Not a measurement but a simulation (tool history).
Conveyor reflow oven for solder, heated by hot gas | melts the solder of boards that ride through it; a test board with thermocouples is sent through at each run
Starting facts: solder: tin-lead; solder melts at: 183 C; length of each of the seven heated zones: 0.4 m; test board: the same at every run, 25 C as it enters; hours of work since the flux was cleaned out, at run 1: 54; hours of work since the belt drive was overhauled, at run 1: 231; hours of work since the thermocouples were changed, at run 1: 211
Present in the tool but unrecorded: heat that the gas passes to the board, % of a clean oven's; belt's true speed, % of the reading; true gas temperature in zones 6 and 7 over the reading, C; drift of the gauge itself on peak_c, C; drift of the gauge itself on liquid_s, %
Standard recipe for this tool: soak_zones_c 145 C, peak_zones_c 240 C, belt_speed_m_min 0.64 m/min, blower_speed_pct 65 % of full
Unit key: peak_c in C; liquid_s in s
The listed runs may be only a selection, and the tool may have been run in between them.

| run | day | soak_zones_c | peak_zones_c | belt_speed_m_min | blower_speed_pct | hours of work since the flux was cleaned out | hours of work since the belt drive was overhauled | hours of work since the thermocouples were changed | peak_c | liquid_s |
|---|---|---|---|---|---|---|---|---|---|---|
| 1 | 0 | 145 | 240 | 0.64 | 65 | 54 | 231 | 211 | 224.7 | 64 |
| 2 | 0.558 | 145 | 240 | 0.64 | 65 | 63 | 240 | 220 | 225 | 64.5 |
| 3 | 1.138 | 145 | 243 | 0.64 | 65 | 73 | 250 | 230 | 227.3 | 65.9 |
| 4 | 1.517 | 139 | 243 | 0.64 | 65 | 79 | 256 | 236 | 226.3 | 62.4 |
| 5 | 1.967 | 139 | 243 | 0.64 | 65 | 86 | 263 | 243 | 226.3 | 63 |
| 6 | 2.296 | 145 | 240 | 0.736 | 65 | 92 | 269 | 249 | 219.7 | 51.9 |
| 7 | 2.738 | 145 | 240 | 0.736 | 65 | 99 | 276 | 256 | 219.7 | 51.9 |
| 8 | 3.283 | 145 | 240 | 0.736 | 65 | 108 | 285 | 265 | 219.7 | 52.2 |
| 9 | 3.712 | 145 | 240 | 0.737 | 65 | 115 | 292 | 272 | 219.8 | 52.6 |
| 10 | 4.346 | 145 | 240 | 0.64 | 89 | 125 | 302 | 282 | 229 | 66.9 |
| 11 | 4.792 | 145 | 244 | 0.64 | 65 | 132 | 310 | 290 | 227.9 | 65.7 |
| 12 | 5.162 | 145 | 244 | 0.593 | 65 | 139 | 316 | 296 | 230.6 | 73.1 |
| 13 | 5.662 | 154 | 240 | 0.64 | 65 | 147 | 324 | 304 | 225.9 | 68.2 |
| 14 | 6.242 | 154 | 240 | 0.64 | 65 | 156 | 333 | 313 | 225.9 | 68.2 |
| 15 | 6.875 | 154 | 240 | 0.64 | 65 | 167 | 344 | 324 | 225.6 | 69.2 |
| 16 | 7.308 | 154 | 240 | 0.64 | 65 | 174 | 351 | 331 | 225.8 | 68.8 |
| 17 | 7.608 | 154 | 249 | 0.64 | 53 | 179 | 356 | 336 | 230.6 | 71.2 |
|  | 8.062 | flux residue cleaned out of gas plates and filters |
| 18 | 8.208 | 147 | 244 | 0.64 | 65 | 2 | 362 | 342 | 228.8 | 67.8 |
| 19 | 8.762 | 145 | 240 | 0.528 | 51 | 11 | 371 | 351 | 226.6 | 79.9 |

The next listed run, before its measurement:
| 20 | 9.129 | 150 | 254 | 0.56 | 54 | 18 | 377 | 357 | ? | ? |

{"run 20": {"peak_c": 239.1, "liquid_s": 84}}
Take away the tool's hidden state, keep the run-to-run variation as it was, and the same run would have given peak_c 238.7 C, liquid_s 82.9 s.
